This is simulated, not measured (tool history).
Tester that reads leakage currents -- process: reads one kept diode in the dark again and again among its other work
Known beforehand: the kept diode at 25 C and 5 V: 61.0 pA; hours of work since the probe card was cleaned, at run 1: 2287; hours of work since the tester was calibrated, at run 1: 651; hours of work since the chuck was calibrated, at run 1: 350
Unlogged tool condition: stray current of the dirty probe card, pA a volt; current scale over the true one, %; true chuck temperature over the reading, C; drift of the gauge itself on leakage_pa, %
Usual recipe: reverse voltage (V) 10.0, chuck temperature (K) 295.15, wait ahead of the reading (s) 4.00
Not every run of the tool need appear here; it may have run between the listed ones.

run	hour	reverse voltage (V)	chuck temperature (K)	wait ahead of the reading (s)	hours of work since the probe card was cleaned	hours of work since the tester was calibrated	hours of work since the chuck was calibrated	current that the tester gives (pA)
1	0.0	10.0	295.15	4.00	2287	651	350	72.44
2	79.8	3.6	295.15	4.00	2335	699	399	48.56
3	156.2	3.6	295.15	4.00	2381	746	445	48.63
4	239.5	3.6	295.15	4.00	2432	796	496	49.18
5	286.9	3.0	295.15	4.00	2460	825	524	46.06
6	337.5	3.0	295.15	4.00	2491	856	555	46.01
7	387.3	3.7	295.15	4.00	2521	886	585	50.06
8	450.1	10.0	295.15	4.00	2559	924	623	75.57
9	504.4	10.0	295.15	4.00	2592	957	656	76.19
10	588.9	10.0	295.15	4.00	2643	1008	707	76.51
# hour 657.5: chuck's temperature calibrated
11	657.5	10.0	295.15	4.00	2684	1048	0	72.40
# hour 707.4: probe card cleaned and baked
12	726.8	10.0	295.15	4.00	12	1089	40	61.98
13	780.3	10.0	295.15	4.00	44	1121	73	62.41
14	866.8	10.0	295.15	4.00	97	1173	125	62.94
15	931.3	3.9	319.15	4.00	136	1212	164	289.08
16	1020.8	5.0	306.15	1.18	190	1267	218	121.51
17	1120.1	1.5	306.15	0.95	250	1327	279	81.64
18	1185.7	1.5	306.15	0.95	290	1367	318	81.50
19	1279.3	2.8	311.15	0.42	347	1423	375	149.05
20	1363.4	3.8	311.15	2.50	398	1474	426	166.08
21	1416.9	11.3	320.15	9.32	430	1507	458	459.32
22	1518.3	3.4	305.15	3.35	491	1568	520	102.61
23	1582.2	10.0	297.15	1.04	530	1607	559	80.82
24	1629.5	10.0	297.15	1.04	559	1636	587	81.51
25	1696.4	10.0	297.15	1.04	599	1676	628	81.45
26	1743.8	10.0	297.15	1.04	628	1705	657	82.31
27	1811.8	4.0	298.15	0.53	669	1746	698	65.01

Predict each of these 3 candidate next runs independently; none follows another, all start after run 27:
A	1882.5	2.1	298.15	0.53	712	1789	741	?
B	1882.5	1.6	308.15	1.28	712	1789	741	?
C	1882.5	2.6	297.15	0.78	712	1789	741	?

run	current that the tester gives (pA)
A	52.27
B	102.34
C	51.49
Without the tool's unlogged condition, the same runs would have read:
run	current that the tester gives (pA)
A	46.47
B	92.00
C	45.59
